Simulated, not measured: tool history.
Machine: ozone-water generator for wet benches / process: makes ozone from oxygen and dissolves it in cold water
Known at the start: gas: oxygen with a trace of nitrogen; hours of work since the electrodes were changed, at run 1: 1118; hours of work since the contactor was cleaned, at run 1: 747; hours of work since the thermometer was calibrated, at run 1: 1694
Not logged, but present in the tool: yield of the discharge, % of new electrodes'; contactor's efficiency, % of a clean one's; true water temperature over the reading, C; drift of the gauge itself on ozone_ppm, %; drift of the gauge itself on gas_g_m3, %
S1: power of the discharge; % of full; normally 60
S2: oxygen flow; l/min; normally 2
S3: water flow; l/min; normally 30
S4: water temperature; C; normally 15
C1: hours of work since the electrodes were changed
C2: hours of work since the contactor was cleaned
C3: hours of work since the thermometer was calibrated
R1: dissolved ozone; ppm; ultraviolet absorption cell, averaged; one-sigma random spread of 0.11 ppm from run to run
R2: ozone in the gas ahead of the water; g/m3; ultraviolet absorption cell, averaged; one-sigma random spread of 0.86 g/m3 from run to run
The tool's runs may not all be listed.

run 1 day=0 | S1=60 S2=2 S3=30 S4=15 | C1=1118 C2=747 C3=1694 | R1=6.3 R2=135.8
run 2 day=1.021 | S1=60 S2=2 S3=30 S4=16 | C1=1137 C2=766 C3=1713 | R1=6.3 R2=135.1
run 3 day=2.017 | S1=80 S2=2 S3=30 S4=16 | C1=1156 C2=785 C3=1731 | R1=8.1 R2=173.2
run 4 day=3.117 | S1=80 S2=2 S3=30 S4=16 | C1=1176 C2=805 C3=1752 | R1=7.9 R2=172.9
run 5 day=4.262 | S1=80 S2=2 S3=30 S4=16 | C1=1197 C2=826 C3=1773 | R1=7.9 R2=171.5
run 6 day=5.175 | S1=80 S2=2 S3=30 S4=16 | C1=1214 C2=843 C3=1790 | R1=7.9 R2=171.8
run 7 day=5.983 | S1=60 S2=1.78 S3=30 S4=15 | C1=1230 C2=859 C3=1805 | R1=6.1 R2=145.3
run 8 day=6.762 | S1=60 S2=2 S3=30 S4=10 | C1=1244 C2=873 C3=1820 | R1=6.3 R2=134.6
run 9 day=8.425 | S1=60 S2=2.44 S3=30 S4=10 | C1=1275 C2=904 C3=1851 | R1=6.6 R2=117.9
run 10 day=9.583 | S1=60 S2=2.44 S3=30 S4=10 | C1=1297 C2=926 C3=1872 | R1=6.5 R2=118.1
run 11 day=10.458 | S1=60 S2=2.44 S3=30 S4=10 | C1=1313 C2=942 C3=1888 | R1=6.6 R2=117.6
run 12 day=11.575 | S1=60 S2=2.44 S3=30 S4=10 | C1=1334 C2=963 C3=1909 | R1=6.4 R2=118.1
run 13 day=12.646 | S1=99 S2=2.17 S3=44 S4=21 | C1=1354 C2=983 C3=1929 | R1=5.9 R2=191.8
run 14 day=14.167 | S1=48 S2=2 S3=30 S4=8 | C1=1382 C2=1011 C3=1958 | R1=5.2 R2=111.9
run 15 day=15.583 | S1=48 S2=2 S3=30 S4=8 | C1=1408 C2=1037 C3=1984 | R1=5.3 R2=111.4
-- day=15.85 contactor cleaned
run 16 day=17.633 | S1=48 S2=2 S3=30 S4=8 | C1=1443 C2=33 C3=2019 | R1=5.2 R2=112.2
run 17 day=19.112 | S1=60 S2=2 S3=20 S4=15 | C1=1471 C2=61 C3=2047 | R1=9.2 R2=134.7
run 18 day=20.917 | S1=82 S2=1.27 S3=30 S4=15 | C1=1505 C2=94 C3=2080 | R1=7.1 R2=233.4
-- day=21.196 contactor cleaned, once more
run 19 day=21.858 | S1=82 S2=1.27 S3=30 S4=15 | C1=1519 C2=12 C3=2095 | R1=7.1 R2=231.7
run 20 day=22.871 | S1=62 S2=1.93 S3=26 S4=10 | C1=1538 C2=31 C3=2113 | R1=7.4 R2=141.3
run 21 day=24.525 | S1=62 S2=1.91 S3=19 S4=15 | C1=1569 C2=62 C3=2144 | R1=10 R2=141.8
run 22 day=25.542 | S1=48 S2=2 S3=30 S4=8 | C1=1588 C2=81 C3=2163 | R1=5.3 R2=109.2
run 23 day=27.071 | S1=52 S2=2 S3=19 S4=10 | C1=1616 C2=109 C3=2192 | R1=9.1 R2=118.3
run 24 day=28.338 | S1=60 S2=3.04 S3=30 S4=20 | C1=1640 C2=133 C3=2215 | R1=6.3 R2=101

Consider 4 possible next runs. They are alternatives, not a sequence: every one starts from the tool as it was left by run 24. What does each give?
run A day=29.238 | S1=60 S2=2.01 S3=30 S4=14 | C1=1656 C2=150 C3=2232 | R1=? R2=?
run B day=29.238 | S1=65 S2=2 S3=30 S4=22 | C1=1656 C2=150 C3=2232 | R1=? R2=?
run C day=29.238 | S1=60 S2=2 S3=32 S4=15 | C1=1656 C2=150 C3=2232 | R1=? R2=?
run D day=29.238 | S1=48 S2=2 S3=32 S4=15 | C1=1656 C2=150 C3=2232 | R1=? R2=?

run=A R1=6.3 R2=133.4
run=B R1=6.5 R2=142.4
run=C R1=5.8 R2=133.7
run=D R1=4.8 R2=109.3
The same runs, with their run-to-run variation unchanged, on a tool lacking any hidden condition would have given:
run=A R1=6.7 R2=141.4
run=B R1=7 R2=151.7
run=C R1=6.2 R2=141.8
run=D R1=5.1 R2=114.5
